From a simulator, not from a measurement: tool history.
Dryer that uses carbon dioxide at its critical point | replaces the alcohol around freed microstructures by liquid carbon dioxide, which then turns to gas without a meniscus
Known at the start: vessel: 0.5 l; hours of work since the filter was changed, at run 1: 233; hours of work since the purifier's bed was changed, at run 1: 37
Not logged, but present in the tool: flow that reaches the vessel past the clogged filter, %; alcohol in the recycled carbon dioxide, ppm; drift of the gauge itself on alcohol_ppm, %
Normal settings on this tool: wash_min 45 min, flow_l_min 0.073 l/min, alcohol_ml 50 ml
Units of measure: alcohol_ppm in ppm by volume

run,day,wash_min,flow_l_min,alcohol_ml,hours of work since the filter was changed,hours of work since the purifier's bed was changed,alcohol_ppm
1,0,45,0.073,50,233,37,575
2,1.142,45,0.073,50,250,54,585
3,2.533,45,0.073,50,270,74,631
4,3.929,45,0.073,50,291,94,652
5,4.562,45,0.073,50,300,103,682
6,5.883,45,0.0812,50,319,122,417
7,7.054,45,0.0812,50,336,140,448
8,7.654,45,0.0812,50,345,148,459
9,8.258,45,0.0812,50,353,157,472
10,9.004,45,0.0812,50,364,168,479
# day 9.525: inlet filter changed
11,10.3,45,0.0812,50,11,186,181
12,10.896,45,0.0812,50,20,195,187
13,12.054,45,0.0604,51,37,212,913
14,13.371,45,0.1079,81,56,231,58
15,14.625,45,0.1079,81,74,249,58
16,16.017,45,0.0938,38,94,269,74
17,16.588,45,0.0938,38,103,277,80
18,17.275,37,0.1037,79,113,287,276
19,17.879,45,0.1065,70,121,296,68
20,18.475,45,0.0957,50,130,305,103
21,19.312,45,0.0957,50,142,317,95
22,20.725,45,0.0957,38,163,338,93

Below are 4 alternative next runs, each starting from the tool's condition after run 22. Predict each:
A,21.738,55,0.0813,47,177,352,?
B,21.738,45,0.0722,24,177,352,?
C,21.738,38,0.0571,38,177,352,?
D,21.738,43,0.0957,22,177,352,?

run,alcohol_ppm
A,88
B,271
C,2227
D,78
Without the tool's unlogged condition, the same runs would have read:
run,alcohol_ppm
A,37
B,157
C,1596
D,33
